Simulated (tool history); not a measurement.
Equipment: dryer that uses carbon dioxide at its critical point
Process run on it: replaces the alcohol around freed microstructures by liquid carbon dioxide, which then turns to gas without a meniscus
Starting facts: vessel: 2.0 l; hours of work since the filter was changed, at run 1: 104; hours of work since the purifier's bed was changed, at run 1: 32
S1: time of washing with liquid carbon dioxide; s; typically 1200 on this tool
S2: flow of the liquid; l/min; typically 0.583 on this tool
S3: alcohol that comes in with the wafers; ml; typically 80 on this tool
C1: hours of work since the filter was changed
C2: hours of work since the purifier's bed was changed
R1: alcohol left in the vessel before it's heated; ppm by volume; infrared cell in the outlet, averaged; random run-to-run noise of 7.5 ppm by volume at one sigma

Run 1, hour 0.0: usual settings; C1 104; C2 32. Result: R1 438 ppm by volume.
Run 2, hour 21.7: usual settings; C1 121; C2 48. Result: R1 474 ppm by volume.
Run 3, hour 34.9: usual settings; C1 130; C2 58. Result: R1 459 ppm by volume.
Run 4, hour 49.3: usual settings; C1 141; C2 69. Result: R1 475 ppm by volume.
Run 5, hour 71.5: usual settings but S1 1260 s; C1 158; C2 85. Result: R1 395 ppm by volume.
Run 6, hour 88.9: usual settings but S1 1260 s, S2 0.806 l/min; C1 171; C2 98. Result: R1 80 ppm by volume.
Run 7, hour 107.5: usual settings but S1 1260 s, S2 0.806 l/min, S3 103 ml; C1 184; C2 112. Result: R1 92 ppm by volume.
Run 8, hour 127.5: usual settings but S1 1260 s; C1 199; C2 127. Result: R1 418 ppm by volume.
Run 9, hour 146.9: usual settings but S1 1260 s, S2 0.910 l/min; C1 214; C2 142. Result: R1 49 ppm by volume.
Run 10, hour 159.2: usual settings but S1 1260 s, S2 0.793 l/min; C1 223; C2 151. Result: R1 104 ppm by volume.
Run 11, hour 171.9: usual settings but S1 1260 s, S2 0.793 l/min; C1 232; C2 160. Result: R1 100 ppm by volume.
Run 12, hour 184.7: usual settings; C1 242; C2 170. Result: R1 559 ppm by volume.
Run 13, hour 207.1: usual settings; C1 259; C2 186. Result: R1 560 ppm by volume.
Run 14, hour 222.4: usual settings but S1 840 s, S3 22 ml; C1 270; C2 198. Result: R1 580 ppm by volume.
Run 15, hour 245.5: usual settings but S1 900 s, S2 0.528 l/min, S3 22 ml; C1 287; C2 215. Result: R1 664 ppm by volume.
Run 16, hour 260.7: usual settings but S1 1080 s, S3 79 ml; C1 299; C2 226. Result: R1 878 ppm by volume.
Run 17, hour 271.6: usual settings but S1 1080 s, S3 79 ml; C1 307; C2 235. Result: R1 910 ppm by volume.
At hour 278.3: inlet filter changed.
Run 18, hour 289.5: usual settings but S1 1080 s, S3 79 ml; C1 8; C2 247. Result: R1 629 ppm by volume.
Run 19, hour 311.9: usual settings but S1 1380 s; C1 25; C2 264. Result: R1 261 ppm by volume.
Run 20, hour 330.4: usual settings but S1 1380 s, S3 63 ml; C1 39; C2 278. Result: R1 208 ppm by volume.
Run 21, hour 346.3: usual settings but S1 1560 s, S3 58 ml; C1 51; C2 289. Result: R1 125 ppm by volume.
Run 22, hour 361.1: usual settings but S1 780 s, S3 42 ml; C1 62; C2 300. Result: R1 1113 ppm by volume.
Run 23, hour 377.5: usual settings but S1 1020 s, S2 0.392 l/min, S3 93 ml; C1 74; C2 313. Result: R1 3608 ppm by volume.
Run 24, hour 389.4: usual settings but S2 0.458 l/min, S3 61 ml; C1 83; C2 322. Result: R1 943 ppm by volume.

Here are 3 independent what-if runs from the current tool condition. What would each one return?
Run A, hour 400.9: usual settings but S1 840 s, S2 0.458 l/min, S3 46 ml; C1 91; C2 330. Result: R1 ?.
Run B, hour 400.9: usual settings but S1 900 s, S2 0.416 l/min, S3 46 ml; C1 91; C2 330. Result: R1 ?.
Run C, hour 400.9: usual settings but S1 840 s, S2 0.856 l/min, S3 55 ml; C1 91; C2 330. Result: R1 ?.

run    R1
  A  2005
  B  2142
  C   296
Stripped of hidden state, with their random variation kept, the same runs would have yielded:
run    R1
  A  1823
  B  1956
  C   207
